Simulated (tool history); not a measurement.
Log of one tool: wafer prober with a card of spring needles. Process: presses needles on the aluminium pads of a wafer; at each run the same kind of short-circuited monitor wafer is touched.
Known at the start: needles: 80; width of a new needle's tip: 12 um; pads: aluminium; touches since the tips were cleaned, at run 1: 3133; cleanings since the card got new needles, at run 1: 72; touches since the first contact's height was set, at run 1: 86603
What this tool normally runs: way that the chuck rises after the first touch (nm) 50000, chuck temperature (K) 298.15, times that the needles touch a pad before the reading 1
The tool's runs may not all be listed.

run	hour	way that the chuck rises after the first touch (nm)	chuck temperature (K)	times that the needles touch a pad before the reading	touches since the tips were cleaned	cleanings since the card got new needles	touches since the first contact's height was set	resistance of one needle with its contact and lead (mohm)	way that a needle slides on the pad (nm)
1	0.0	50000	298.15	1	3133	72	86603	171	8130
# hour 11.2: tips cleaned on abrasive film
# hour 41.3: tips cleaned on abrasive film
2	41.3	50000	298.15	1	0	74	92623	173	8140
# hour 71.6: tips cleaned on abrasive film
# hour 71.9: height of the first contact set anew
3	99.4	50000	298.15	1	4038	75	4038	171	8130
# hour 106.4: tips cleaned on abrasive film
4	135.2	50000	298.15	1	4219	76	9259	174	8140
# hour 139.1: tips cleaned on abrasive film
# hour 171.0: tips cleaned on abrasive film
# hour 201.0: tips cleaned on abrasive film
5	218.6	50000	298.15	1	2574	79	21421	171	8140
# hour 230.9: tips cleaned on abrasive film
6	254.2	50000	298.15	1	3417	80	26626	172	8140
# hour 261.5: tips cleaned on abrasive film
# hour 295.1: tips cleaned on abrasive film
7	308.3	50000	298.15	1	1938	82	34510	172	8120
# hour 326.0: tips cleaned on abrasive film
8	353.0	50000	298.15	3	3947	83	41034	170	8130
# hour 357.5: tips cleaned on abrasive film
# hour 391.8: tips cleaned on abrasive film
# hour 422.0: tips cleaned on abrasive film
9	422.0	50000	298.15	3	0	86	51098	171	8120
# hour 452.5: tips cleaned on abrasive film
10	470.9	50000	298.15	3	2690	87	58238	171	8150
# hour 482.5: tips cleaned on abrasive film
11	510.2	50000	298.15	3	4057	88	63978	170	8130
# hour 515.1: tips cleaned on abrasive film
# hour 545.8: tips cleaned on abrasive film
12	545.8	50000	298.15	3	0	90	69154	171	8140
# hour 579.6: tips cleaned on abrasive film
# hour 611.6: tips cleaned on abrasive film
13	617.8	50000	298.15	3	909	92	79665	171	8130
# hour 645.3: tips cleaned on abrasive film
# hour 680.0: tips cleaned on abrasive film
14	699.0	50000	298.15	1	2775	94	91522	172	8130
# hour 711.0: tips cleaned on abrasive film
# hour 733.4: height of the first contact set anew
# hour 742.3: tips cleaned on abrasive film
15	759.7	50000	298.15	1	2546	96	3842	170	8160
# hour 778.9: tips cleaned on abrasive film
16	797.9	50000	298.15	1	2785	97	9410	174	8150
# hour 811.9: tips cleaned on abrasive film
# hour 845.0: tips cleaned on abrasive film
17	847.7	50000	378.15	3	404	99	16678	184	8120
# hour 880.5: tips cleaned on abrasive film
18	910.1	45000	356.15	1	4334	100	25791	185	7330
# hour 917.6: tips cleaned on abrasive film
# hour 952.4: tips cleaned on abrasive film
19	961.1	33000	320.15	2	1275	102	33229	177	5370
# hour 986.4: tips cleaned on abrasive film
# hour 1016.8: tips cleaned on abrasive film
20	1016.8	34000	396.15	3	0	104	41352	193	5510
# hour 1052.8: tips cleaned on abrasive film
21	1073.6	34000	302.15	2	3034	105	49650	175	5530
# hour 1084.6: tips cleaned on abrasive film
# hour 1114.8: tips cleaned on abrasive film
# hour 1149.9: tips cleaned on abrasive film
22	1150.4	54000	302.15	2	65	108	60847	170	8770
# hour 1180.5: tips cleaned on abrasive film
# hour 1214.8: tips cleaned on abrasive film
23	1227.3	54000	302.15	2	1824	110	72081	172	8780
# hour 1250.5: tips cleaned on abrasive film
24	1276.8	54000	302.15	2	3853	111	79309	171	8770
# hour 1283.5: tips cleaned on abrasive film
# hour 1318.3: tips cleaned on abrasive film
25	1322.4	54000	302.15	2	611	113	85963	168	8790
# hour 1352.1: tips cleaned on abrasive film
# hour 1382.0: tips cleaned on abrasive film
# hour 1394.8: height of the first contact set anew
26	1397.0	44000	298.15	1	2155	115	326	171	7150
# hour 1415.0: tips cleaned on abrasive film
# hour 1444.8: tips cleaned on abrasive film
27	1473.1	39000	301.15	2	4141	117	11440	176	6340
# hour 1478.7: tips cleaned on abrasive film
# hour 1515.1: tips cleaned on abrasive film
28	1544.7	39000	299.15	2	4323	119	21888	175	6350
# hour 1551.8: tips cleaned on abrasive film
# hour 1585.1: tips cleaned on abrasive film
29	1591.4	39000	299.15	2	916	121	28692	174	6350
# hour 1617.6: tips cleaned on abrasive film
# hour 1652.3: tips cleaned on abrasive film
30	1665.3	39000	299.15	2	1891	123	39482	173	6340
# hour 1686.5: tips cleaned on abrasive film
# hour 1719.4: tips cleaned on abrasive film
31	1721.0	47000	303.15	2	236	125	47613	173	7650
# hour 1752.9: tips cleaned on abrasive film
32	1761.7	53000	298.15	1	1294	126	53562	171	8600

Take each entry between the runs: how does the hidden state at the last listed run before it differ from the hidden state at the first listed run after it?
Logged between run 1 and run 2: tips cleaned on abrasive film (hour 11.2); tips cleaned on abrasive film (hour 41.3)
  debris on the tips, nm: 0.8 -> 0.1
Logged between run 2 and run 3: tips cleaned on abrasive film (hour 71.6); height of the first contact set anew (hour 71.9)
  debris on the tips, nm: 0.1 -> 0.9; way that the needles fall short of the set height, um: 0.01 -> 0
Logged between run 3 and run 4: tips cleaned on abrasive film (hour 106.4)
  the hidden state is the same at both runs
Logged between run 4 and run 5: tips cleaned on abrasive film (hour 139.1); tips cleaned on abrasive film (hour 171.0); tips cleaned on abrasive film (hour 201.0)
  debris on the tips, nm: 0.9 -> 0.7
Logged between run 5 and run 6: tips cleaned on abrasive film (hour 230.9)
  debris on the tips, nm: 0.7 -> 0.8
Logged between run 6 and run 7: tips cleaned on abrasive film (hour 261.5); tips cleaned on abrasive film (hour 295.1)
  debris on the tips, nm: 0.8 -> 0.6
Logged between run 7 and run 8: tips cleaned on abrasive film (hour 326.0)
  debris on the tips, nm: 0.6 -> 0.8
Logged between run 8 and run 9: tips cleaned on abrasive film (hour 357.5); tips cleaned on abrasive film (hour 391.8); tips cleaned on abrasive film (hour 422.0)
  debris on the tips, nm: 0.8 -> 0.1; way that the needles fall short of the set height, um: 0 -> 0.01
Logged between run 9 and run 10: tips cleaned on abrasive film (hour 452.5)
  debris on the tips, nm: 0.1 -> 0.8
Logged between run 10 and run 11: tips cleaned on abrasive film (hour 482.5)
  debris on the tips, nm: 0.8 -> 0.9; tips' diameter, um: 12.01 -> 12.02
Logged between run 11 and run 12: tips cleaned on abrasive film (hour 515.1); tips cleaned on abrasive film (hour 545.8)
  debris on the tips, nm: 0.9 -> 0.1
Logged between run 12 and run 13: tips cleaned on abrasive film (hour 579.6); tips cleaned on abrasive film (hour 611.6)
  debris on the tips, nm: 0.1 -> 0.3
Logged between run 13 and run 14: tips cleaned on abrasive film (hour 645.3); tips cleaned on abrasive film (hour 680.0)
  debris on the tips, nm: 0.3 -> 0.7
Logged between run 14 and run 15: tips cleaned on abrasive film (hour 711.0); height of the first contact set anew (hour 733.4); tips cleaned on abrasive film (hour 742.3)
  way that the needles fall short of the set height, um: 0.01 -> 0
Logged between run 15 and run 16: tips cleaned on abrasive film (hour 778.9)
  debris on the tips, nm: 0.7 -> 0.8
Logged between run 16 and run 17: tips cleaned on abrasive film (hour 811.9); tips cleaned on abrasive film (hour 845.0)
  debris on the tips, nm: 0.8 -> 0.2
Logged between run 17 and run 18: tips cleaned on abrasive film (hour 880.5)
  debris on the tips, nm: 0.2 -> 1
Logged between run 18 and run 19: tips cleaned on abrasive film (hour 917.6); tips cleaned on abrasive film (hour 952.4)
  debris on the tips, nm: 1 -> 0.4
Logged between run 19 and run 20: tips cleaned on abrasive film (hour 986.4); tips cleaned on abrasive film (hour 1016.8)
  debris on the tips, nm: 0.4 -> 0.1
Logged between run 20 and run 21: tips cleaned on abrasive film (hour 1052.8)
  debris on the tips, nm: 0.1 -> 0.7
Logged between run 21 and run 22: tips cleaned on abrasive film (hour 1084.6); tips cleaned on abrasive film (hour 1114.8); tips cleaned on abrasive film (hour 1149.9)
  debris on the tips, nm: 0.7 -> 0.1; way that the needles fall short of the set height, um: 0 -> 0.01
Logged between run 22 and run 23: tips cleaned on abrasive film (hour 1180.5); tips cleaned on abrasive film (hour 1214.8)
  debris on the tips, nm: 0.1 -> 0.6
Logged between run 23 and run 24: tips cleaned on abrasive film (hour 1250.5)
  debris on the tips, nm: 0.6 -> 0.9
Logged between run 24 and run 25: tips cleaned on abrasive film (hour 1283.5); tips cleaned on abrasive film (hour 1318.3)
  debris on the tips, nm: 0.9 -> 0.3
Logged between run 25 and run 26: tips cleaned on abrasive film (hour 1352.1); tips cleaned on abrasive film (hour 1382.0); height of the first contact set anew (hour 1394.8)
  debris on the tips, nm: 0.3 -> 0.7; way that the needles fall short of the set height, um: 0.01 -> 0
Logged between run 26 and run 27: tips cleaned on abrasive film (hour 1415.0); tips cleaned on abrasive film (hour 1444.8)
  debris on the tips, nm: 0.7 -> 0.8
Logged between run 27 and run 28: tips cleaned on abrasive film (hour 1478.7); tips cleaned on abrasive film (hour 1515.1)
  debris on the tips, nm: 0.8 -> 0.9
Logged between run 28 and run 29: tips cleaned on abrasive film (hour 1551.8); tips cleaned on abrasive film (hour 1585.1)
  debris on the tips, nm: 0.9 -> 0.4
Logged between run 29 and run 30: tips cleaned on abrasive film (hour 1617.6); tips cleaned on abrasive film (hour 1652.3)
  debris on the tips, nm: 0.4 -> 0.5
Logged between run 30 and run 31: tips cleaned on abrasive film (hour 1686.5); tips cleaned on abrasive film (hour 1719.4)
  debris on the tips, nm: 0.5 -> 0.1
Logged between run 31 and run 32: tips cleaned on abrasive film (hour 1752.9)
  debris on the tips, nm: 0.1 -> 0.4; way that the needles fall short of the set height, um: 0 -> 0.01

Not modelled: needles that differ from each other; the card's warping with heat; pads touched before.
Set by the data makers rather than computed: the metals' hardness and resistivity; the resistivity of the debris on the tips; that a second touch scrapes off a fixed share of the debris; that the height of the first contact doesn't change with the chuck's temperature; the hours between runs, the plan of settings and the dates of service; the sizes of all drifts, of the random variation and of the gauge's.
